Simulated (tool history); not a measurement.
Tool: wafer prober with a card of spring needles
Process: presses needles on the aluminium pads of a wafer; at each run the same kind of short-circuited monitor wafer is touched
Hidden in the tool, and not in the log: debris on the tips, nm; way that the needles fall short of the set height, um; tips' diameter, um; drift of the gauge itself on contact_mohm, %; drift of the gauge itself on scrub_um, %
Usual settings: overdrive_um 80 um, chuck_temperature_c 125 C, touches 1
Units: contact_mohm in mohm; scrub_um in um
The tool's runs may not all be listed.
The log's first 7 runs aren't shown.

| run | hour | overdrive_um | chuck_temperature_c | touches | touches since the tips were cleaned | cleanings since the card got new needles | touches since the first contact's height was set | contact_mohm | scrub_um |
|---|---|---|---|---|---|---|---|---|---|
|  | 130.3 | tips cleaned on abrasive film |
| 8 | 143.0 | 80 | 125 | 1 | 1984 | 44 | 150324 | 196 | 14.73 |
|  | 151.8 | tips cleaned on abrasive film |
| 9 | 162.8 | 80 | 125 | 1 | 1710 | 45 | 153379 | 190 | 14.90 |
|  | 173.5 | tips cleaned on abrasive film |
| 10 | 182.3 | 80 | 125 | 1 | 1365 | 46 | 156397 | 185 | 14.51 |
|  | 193.5 | tips cleaned on abrasive film |
| 11 | 200.6 | 80 | 125 | 1 | 1100 | 47 | 159233 | 184 | 14.84 |
|  | 214.9 | tips cleaned on abrasive film |
| 12 | 226.0 | 80 | 125 | 1 | 1727 | 48 | 163172 | 194 | 14.95 |
|  | 236.8 | tips cleaned on abrasive film |
| 13 | 244.9 | 80 | 125 | 1 | 1257 | 49 | 166093 | 182 | 14.73 |
|  | 258.5 | tips cleaned on abrasive film |
| 14 | 271.5 | 80 | 125 | 2 | 2014 | 50 | 170212 | 182 | 14.59 |
|  | 278.9 | tips cleaned on abrasive film |
| 15 | 288.3 | 80 | 125 | 1 | 1450 | 51 | 172804 | 188 | 14.43 |
|  | 298.9 | tips cleaned on abrasive film |
| 16 | 303.3 | 80 | 125 | 1 | 695 | 52 | 175134 | 183 | 14.64 |
|  | 319.3 | tips cleaned on abrasive film |
|  | 321.0 | height of the first contact set anew |
| 17 | 321.4 | 63 | 27 | 1 | 278 | 53 | 57 | 164 | 12.56 |
| 18 | 333.9 | 72 | 112 | 1 | 2236 | 53 | 2015 | 200 | 14.32 |
|  | 340.0 | tips cleaned on abrasive film |
| 19 | 349.1 | 72 | 112 | 1 | 1421 | 54 | 4360 | 194 | 14.14 |
|  | 360.6 | tips cleaned on abrasive film |
| 20 | 372.5 | 72 | 112 | 1 | 1839 | 55 | 7974 | 193 | 14.28 |
|  | 381.5 | tips cleaned on abrasive film |
| 21 | 395.5 | 72 | 112 | 3 | 2181 | 56 | 11542 | 177 | 14.13 |
|  | 401.6 | tips cleaned on abrasive film |
| 22 | 414.8 | 82 | 99 | 1 | 2057 | 57 | 14525 | 188 | 16.24 |
|  | 422.2 | tips cleaned on abrasive film |
| 23 | 438.2 | 82 | 99 | 1 | 2489 | 58 | 18157 | 190 | 16.30 |
|  | 444.5 | tips cleaned on abrasive film |
| 24 | 462.4 | 67 | 27 | 1 | 2785 | 59 | 21903 | 202 | 13.19 |
|  | 464.5 | tips cleaned on abrasive film |
|  | 484.5 | tips cleaned on abrasive film |
| 25 | 484.5 | 67 | 27 | 1 | 0 | 61 | 25300 | 158 | 13.03 |
|  | 505.1 | tips cleaned on abrasive film |
| 26 | 511.8 | 91 | 125 | 2 | 1032 | 62 | 29533 | 169 | 17.81 |
|  | 526.4 | tips cleaned on abrasive film |
| 27 | 527.4 | 91 | 125 | 2 | 149 | 63 | 31943 | 165 | 17.71 |
|  | 546.5 | tips cleaned on abrasive film |
| 28 | 552.2 | 76 | 50 | 2 | 877 | 64 | 35782 | 163 | 14.95 |
| 29 | 565.5 | 71 | 72 | 2 | 2956 | 64 | 37861 | 184 | 13.92 |
|  | 568.0 | tips cleaned on abrasive film |
| 30 | 582.0 | 71 | 72 | 2 | 2177 | 65 | 40408 | 178 | 13.65 |
|  | 589.8 | tips cleaned on abrasive film |
| 31 | 608.3 | 71 | 72 | 2 | 2878 | 66 | 44487 | 187 | 13.59 |

Run 32 comes next. What will it give?
|  | 609.8 | tips cleaned on abrasive film |
|  | 630.8 | tips cleaned on abrasive film |
| 32 | 635.0 | 71 | 72 | 2 | 660 | 68 | 48607 | ? | ? |

contact_mohm: 165 mohm
scrub_um: 13.71 um
Without the tool's hidden state the same run would have given contact_mohm 152 mohm, scrub_um 14.08 um.
